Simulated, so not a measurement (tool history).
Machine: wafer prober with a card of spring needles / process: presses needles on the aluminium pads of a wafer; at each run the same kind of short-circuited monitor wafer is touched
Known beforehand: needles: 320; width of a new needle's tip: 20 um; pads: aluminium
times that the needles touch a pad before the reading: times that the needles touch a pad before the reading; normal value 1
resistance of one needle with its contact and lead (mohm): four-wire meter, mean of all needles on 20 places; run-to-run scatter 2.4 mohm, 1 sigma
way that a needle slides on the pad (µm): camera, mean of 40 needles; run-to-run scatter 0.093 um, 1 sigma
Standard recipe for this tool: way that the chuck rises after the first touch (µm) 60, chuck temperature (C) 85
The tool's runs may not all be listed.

| run | day | way that the chuck rises after the first touch (µm) | chuck temperature (C) | times that the needles touch a pad before the reading | resistance of one needle with its contact and lead (mohm) | way that a needle slides on the pad (µm) |
|---|---|---|---|---|---|---|
| 1 | 0 | 60 | 85 | 1 | 306 | 9.9 |
|  | 0.038 | tips cleaned on abrasive film |
|  | 0.325 | tips cleaned on abrasive film |
| 2 | 0.346 | 60 | 85 | 1 | 272 | 9.9 |
|  | 0.608 | tips cleaned on abrasive film |
| 3 | 0.608 | 60 | 85 | 1 | 276 | 9.98 |
| 4 | 0.821 | 60 | 85 | 1 | 299 | 10.05 |
|  | 0.892 | tips cleaned on abrasive film |
| 5 | 1.125 | 60 | 85 | 1 | 304 | 10.03 |
|  | 1.167 | tips cleaned on abrasive film |
| 6 | 1.4 | 60 | 85 | 1 | 300 | 9.99 |
|  | 1.462 | tips cleaned on abrasive film |
| 7 | 1.696 | 60 | 85 | 1 | 302 | 10 |
|  | 1.75 | tips cleaned on abrasive film |
| 8 | 1.958 | 60 | 85 | 1 | 303 | 9.84 |
|  | 2.046 | tips cleaned on abrasive film |
| 9 | 2.208 | 60 | 85 | 3 | 282 | 10.16 |
|  | 2.321 | tips cleaned on abrasive film |
| 10 | 2.471 | 60 | 85 | 3 | 283 | 9.69 |
|  | 2.596 | tips cleaned on abrasive film |
| 11 | 2.804 | 60 | 28 | 3 | 265 | 9.88 |
|  | 2.875 | tips cleaned on abrasive film |
| 12 | 3.05 | 60 | 28 | 3 | 264 | 9.88 |
|  | 3.154 | tips cleaned on abrasive film |
|  | 3.433 | tips cleaned on abrasive film |
| 13 | 3.471 | 60 | 116 | 3 | 285 | 9.76 |
|  | 3.725 | tips cleaned on abrasive film |
| 14 | 3.729 | 60 | 116 | 3 | 276 | 9.8 |
|  | 4 | tips cleaned on abrasive film |
| 15 | 4.046 | 60 | 45 | 1 | 270 | 9.73 |
| 16 | 4.258 | 60 | 45 | 1 | 302 | 9.72 |

Run 17 is up next; what results do you expect?
|  | 4.296 | tips cleaned on abrasive film |
| 17 | 4.529 | 60 | 45 | 1 | ? | ? |

{"run 17": {"resistance of one needle with its contact and lead (mohm)": 297, "way that a needle slides on the pad (µm)": 9.68}}
Take away the tool's hidden state, keep the run-to-run variation as it was, and the same run would have given resistance of one needle with its contact and lead (mohm) 257, way that a needle slides on the pad (µm) 10.46.

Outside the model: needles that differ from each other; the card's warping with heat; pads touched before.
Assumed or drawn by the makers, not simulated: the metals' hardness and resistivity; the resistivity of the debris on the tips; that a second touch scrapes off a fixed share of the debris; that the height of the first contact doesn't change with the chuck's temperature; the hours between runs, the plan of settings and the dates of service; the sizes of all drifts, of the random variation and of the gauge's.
